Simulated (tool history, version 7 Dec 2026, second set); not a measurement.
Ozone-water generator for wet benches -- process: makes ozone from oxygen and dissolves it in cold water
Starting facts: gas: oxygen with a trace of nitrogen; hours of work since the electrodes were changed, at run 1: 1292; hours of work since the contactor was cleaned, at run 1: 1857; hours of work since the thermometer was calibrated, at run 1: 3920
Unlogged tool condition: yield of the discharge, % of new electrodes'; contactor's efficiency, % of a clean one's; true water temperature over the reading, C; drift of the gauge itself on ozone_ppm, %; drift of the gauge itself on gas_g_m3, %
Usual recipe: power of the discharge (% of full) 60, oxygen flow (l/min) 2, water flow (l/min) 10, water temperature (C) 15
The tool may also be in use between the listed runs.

run     day  power of the discharge (% of full)  oxygen flow (l/min)  water flow (l/min)  water temperature (C)  hours of work since the electrodes were changed  hours of work since the contactor was cleaned  hours of work since the thermometer was calibrated  dissolved ozone (ppm)  ozone in the gas ahead of the water (g/m3)
  1       0                                  60                    2                  10                     15                                             1292                                           1857                                                3920                   21.4                                       204.6
  2   1.304                                  60                    2                  10                     15                                             1313                                           1878                                                3942                   21.5                                       203.5
  3   2.846                                  60                    2                  10                     15                                             1339                                           1904                                                3967                   21.6                                       205.2
  4   4.371                                  60                 1.23                  10                     15                                             1364                                           1929                                                3993                   21.4                                         283
  5   6.808                                  60                 1.23                  10                     15                                             1404                                           1969                                                4033                   21.6                                       281.9
  6   8.708                                  60                 1.23                  10                     15                                             1436                                           2001                                                4064                   21.3                                       283.9
  7  10.129                                  60                    2                  10                      9                                             1459                                           2024                                                4088                     23                                       205.6
  8  12.121                                  60                    2                  10                     15                                             1492                                           2057                                                4121                   21.7                                       204.9
  9  15.042                                  60                 3.38                  10                     15                                             1540                                           2105                                                4169                   20.8                                       143.5
 10   17.15                                  60                    2                  10                      8                                             1575                                           2140                                                4204                   23.1                                       204.4
 11  19.867                                  60                    2                   6                     15                                             1620                                           2185                                                4249                     31                                       203.2
     20.304  -- contactor cleaned
 12   22.05                                  60                    2                   6                     15                                             1654                                             29                                                4282                   31.4                                       202.3
 13  24.746                                  60                    2                   6                      8                                             1698                                             73                                                4327                   34.4                                       202.4
 14  27.408                                  60                    2                   6                      8                                             1742                                            118                                                4371                   34.5                                       204.1
 15  30.008                                  60                    2                  14                     22                                             1785                                            161                                                4414                   14.7                                       203.9
 16  32.571                                  60                    2                   7                     14                                             1828                                            203                                                4456                   28.2                                       203.6
 17  34.154                                  60                    2                   7                     14                                             1854                                            229                                                4482                   28.2                                       202.9
     35.962  -- contactor cleaned, once more
 18  36.917                                  68                 3.57                   7                     14                                             1897                                             16                                                4525                   28.2                                       152.6
 19  38.738                                  68                 3.57                   7                     14                                             1927                                             46                                                4556                   28.1                                         151
 20  40.062                                  96                 1.08                  10                      9                                             1949                                             68                                                4577                   30.1                                       420.1
 21  41.429                                  96                 1.08                  10                      9                                             1971                                             90                                                4600                   29.9                                       423.4
     41.912  -- water thermometer calibrated
 22  43.821                                  51                  3.1                   9                     15                                             2011                                            130                                                  32                   19.8                                       135.8
 23    46.3                                  82                  3.1                   9                      8                                             2052                                            171                                                  73                   30.6                                         187

5 options for the next run, each taken on its own from the tool as it stands now. Forecast them:
  A  48.971                                  60                  3.1                   9                      8                                             2096                                            215                                                 117                      ?                                           ?
  B  48.971                                  41                  3.1                  12                      8                                             2096                                            215                                                 117                      ?                                           ?
  C  48.971                                  54                 2.23                  10                     15                                             2096                                            215                                                 117                      ?                                           ?
  D  48.971                                  60                 1.33                  11                     15                                             2096                                            215                                                 117                      ?                                           ?
  E  48.971                                  41                 2.61                   9                      8                                             2096                                            215                                                 117                      ?                                           ?

run  dissolved ozone (ppm)  ozone in the gas ahead of the water (g/m3)
  A                   24.9                                       150.6
  B                   15.5                                       115.9
  C                   20.1                                       176.1
  D                   19.6                                       263.1
  E                   19.6                                       131.4
What these runs would have given with no unlogged condition in the tool:
run  dissolved ozone (ppm)  ozone in the gas ahead of the water (g/m3)
  A                   25.7                                       155.4
  B                   15.8                                       118.5
  C                   20.7                                       181.3
  D                   20.2                                       271.5
  E                     20                                       134.4

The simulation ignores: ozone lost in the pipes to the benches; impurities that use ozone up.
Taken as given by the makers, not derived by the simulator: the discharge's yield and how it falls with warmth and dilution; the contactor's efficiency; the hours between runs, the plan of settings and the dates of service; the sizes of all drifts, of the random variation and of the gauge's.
